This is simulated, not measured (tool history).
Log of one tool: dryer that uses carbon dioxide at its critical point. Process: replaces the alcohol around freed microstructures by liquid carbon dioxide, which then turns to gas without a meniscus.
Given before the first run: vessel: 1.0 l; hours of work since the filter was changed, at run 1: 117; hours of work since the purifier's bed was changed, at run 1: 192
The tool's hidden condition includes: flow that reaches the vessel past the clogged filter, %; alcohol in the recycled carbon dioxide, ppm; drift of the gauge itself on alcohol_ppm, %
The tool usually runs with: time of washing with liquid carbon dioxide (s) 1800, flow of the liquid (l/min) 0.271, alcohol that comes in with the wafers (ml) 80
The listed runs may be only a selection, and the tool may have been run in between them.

run     day  time of washing with liquid carbon dioxide (s)  flow of the liquid (l/min)  alcohol that comes in with the wafers (ml)  hours of work since the filter was changed  hours of work since the purifier's bed was changed  alcohol left in the vessel before it's heated (ppm by volume)
  1       0                                            1800                       0.271                                          80                                         117                                                 192                                                            111
  2   0.917                                            1800                       0.271                                          80                                         126                                                 201                                                            115
  3   1.958                                            1800                       0.271                                          80                                         135                                                 210                                                            129
  4   2.604                                            1800                       0.271                                          80                                         141                                                 216                                                            142
  5   3.162                                            1800                       0.193                                          80                                         147                                                 222                                                            848
  6   3.808                                            1800                       0.193                                          80                                         153                                                 228                                                            871
      4.971  -- inlet filter changed
  7   4.971                                            1800                       0.271                                          80                                           0                                                 238                                                             54
  8   5.525                                            1800                       0.271                                          80                                           5                                                 243                                                             60
  9   6.433                                            1800                       0.271                                          80                                          14                                                 252                                                             78
 10   7.404                                            1800                       0.271                                          80                                          23                                                 261                                                             63
 11   8.125                                            1800                       0.271                                          80                                          30                                                 268                                                             72
 12   8.833                                            1800                       0.271                                          80                                          36                                                 275                                                             76
 13   9.767                                            1380                       0.271                                          80                                          45                                                 283                                                            318
 14  10.529                                            1380                       0.271                                          80                                          52                                                 291                                                            330
 15   11.55                                            1380                       0.271                                          80                                          62                                                 300                                                            349
 16  12.292                                            1380                       0.165                                          80                                          69                                                 307                                                           3053
 17  12.862                                            1380                       0.165                                          80                                          74                                                 312                                                           3054
 18  13.883                                            1380                       0.165                                          80                                          84                                                 322                                                           3199
 19  14.846                                            1380                       0.165                                          80                                          93                                                 331                                                           3331
 20  15.688                                            1800                       0.252                                          80                                         101                                                 339                                                            175
 21  16.675                                            1620                       0.271                                          80                                         110                                                 348                                                            214
 22   17.25                                            1620                       0.271                                          80                                         115                                                 354                                                            228
 23  18.325                                            1620                       0.271                                          80                                         125                                                 364                                                            236
 24  19.046                                            1620                       0.271                                          80                                         132                                                 371                                                            248
 25  19.883                                            1680                       0.351                                          24                                         140                                                 378                                                             43
 26  20.588                                            1440                       0.451                                          20                                         147                                                 385                                                             36
 27  21.496                                            2400                       0.271                                          80                                         155                                                 394                                                             52
 28  22.042                                            2400                       0.271                                          80                                         160                                                 399                                                             50
     22.454  -- inlet filter changed
 29  22.667                                            2400                       0.271                                          80                                           2                                                 404                                                             32
 30  23.688                                            2160                       0.266                                          22                                          12                                                 414                                                             42
 31  24.417                                            1260                       0.348                                          32                                          18                                                 421                                                             67
 32  25.217                                            2100                        0.23                                          80                                          26                                                 428                                                             94
 33  26.279                                            2100                        0.23                                          80                                          36                                                 438                                                             88
 34  26.879                                            2220                       0.317                                          73                                          42                                                 444                                                             43
 35  27.396                                            1800                        0.23                                          24                                          46                                                 449                                                             91
 36    28.3                                            2220                       0.453                                          24                                          55                                                 457                                                             40

Below are 3 alternative next runs, each starting from the tool's condition after run 36. Predict each:
  A  29.304                                            1800                         0.4                                          24                                          64                                                 467                                                              ?
  B  29.304                                            1620                        0.43                                          28                                          64                                                 467                                                              ?
  C  29.304                                            1380                       0.271                                          23                                          64                                                 467                                                              ?

run  alcohol left in the vessel before it's heated (ppm by volume)
  A                                                             42
  B                                                             36
  C                                                            134
Had the tool no hidden state, the same runs would have come out as:
run  alcohol left in the vessel before it's heated (ppm by volume)
  A                                                              6
  B                                                              0
  C                                                             68

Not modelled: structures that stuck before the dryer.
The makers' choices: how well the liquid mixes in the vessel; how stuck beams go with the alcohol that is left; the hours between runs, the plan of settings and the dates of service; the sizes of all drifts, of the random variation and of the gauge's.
